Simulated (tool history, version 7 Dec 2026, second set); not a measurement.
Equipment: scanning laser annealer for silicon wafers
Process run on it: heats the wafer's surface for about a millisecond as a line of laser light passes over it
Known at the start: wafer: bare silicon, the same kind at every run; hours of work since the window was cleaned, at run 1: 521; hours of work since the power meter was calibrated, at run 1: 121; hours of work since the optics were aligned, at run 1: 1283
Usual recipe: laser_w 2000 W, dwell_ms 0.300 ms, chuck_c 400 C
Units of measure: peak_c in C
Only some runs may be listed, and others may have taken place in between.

run   hour  laser_w  dwell_ms  chuck_c  hours of work since the window was cleaned  hours of work since the power meter was calibrated  hours of work since the optics were aligned  peak_c
  1    0.0     2000     0.300      400                                         521                                                 121                                         1283    1136
  2    7.1     2000     0.300      400                                         525                                                 125                                         1287    1141
  3   17.8     2000     0.300      400                                         531                                                 131                                         1293    1137
  4   30.5     2000     0.300      400                                         538                                                 138                                         1300    1138
  5   36.3     2055     0.300      400                                         541                                                 141                                         1303    1157
  6   46.0     2055     0.300      400                                         546                                                 146                                         1308    1155
  7   56.6     2000     0.282      400                                         552                                                 152                                         1314    1120
  8   69.0     2000     0.282      400                                         558                                                 158                                         1320    1117
  9   81.1     2000     0.282      400                                         565                                                 165                                         1327    1114
 10   90.6     2000     0.282      400                                         570                                                 170                                         1332    1118
 11  103.0     2000     0.300      400                                         577                                                 177                                         1339    1137
 12  113.2     2000     0.300      400                                         582                                                 182                                         1344    1136
 13  126.9     2000     0.300      400                                         589                                                 190                                         1351    1136
 14  135.1     2000     0.243      400                                         594                                                 194                                         1356    1070
 15  144.0     2000     0.243      400                                         599                                                 199                                         1361    1069
 16  152.7     1813     0.235      425                                         603                                                 203                                         1365    1024
     165.2  -- window over the wafer cleaned
 17  165.6     1813     0.235      425                                           0                                                 209                                         1371    1050
 18  173.3     1967     0.293      400                                           4                                                 213                                         1375    1140
 19  183.2     1967     0.293      400                                          10                                                 219                                         1381    1145
 20  192.6     2181     0.300      433                                          15                                                 224                                         1386    1259
 21  198.7     2181     0.300      387                                          18                                                 227                                         1389    1210
 22  210.1     2028     0.224      416                                          24                                                 233                                         1395    1090
 23  222.6     2135     0.365      426                                          31                                                 240                                         1402    1310
 24  231.4     2135     0.365      365                                          36                                                 245                                         1407    1251
 25  242.8     2135     0.365      365                                          42                                                 251                                         1413    1249
 26  250.2     1839     0.365      390                                          46                                                 255                                         1417    1159
 27  263.4     1839     0.365      390                                          53                                                 262                                         1424    1159
 28  277.2     1839     0.365      390                                          60                                                 269                                         1431    1160
 29  287.1     1996     0.259      435                                          66                                                 275                                         1436    1143
 30  293.5     2020     0.300      401                                          69                                                 278                                         1440    1166

4 ways to go on from here, each from the tool as it stands after run 30. What would each give?
  A  304.6     2060     0.225      371                                          75                                                 284                                         1446       ?
  B  304.6     2042     0.347      395                                          75                                                 284                                         1446       ?
  C  304.6     1746     0.280      396                                          75                                                 284                                         1446       ?
  D  304.6     1955     0.368      393                                          75                                                 284                                         1446       ?

run  peak_c
  A    1055
  B    1225
  C    1045
  D    1210
The same runs, with their run-to-run variation unchanged, on a tool lacking any hidden condition would have given:
run  peak_c
  A    1066
  B    1238
  C    1055
  D    1223
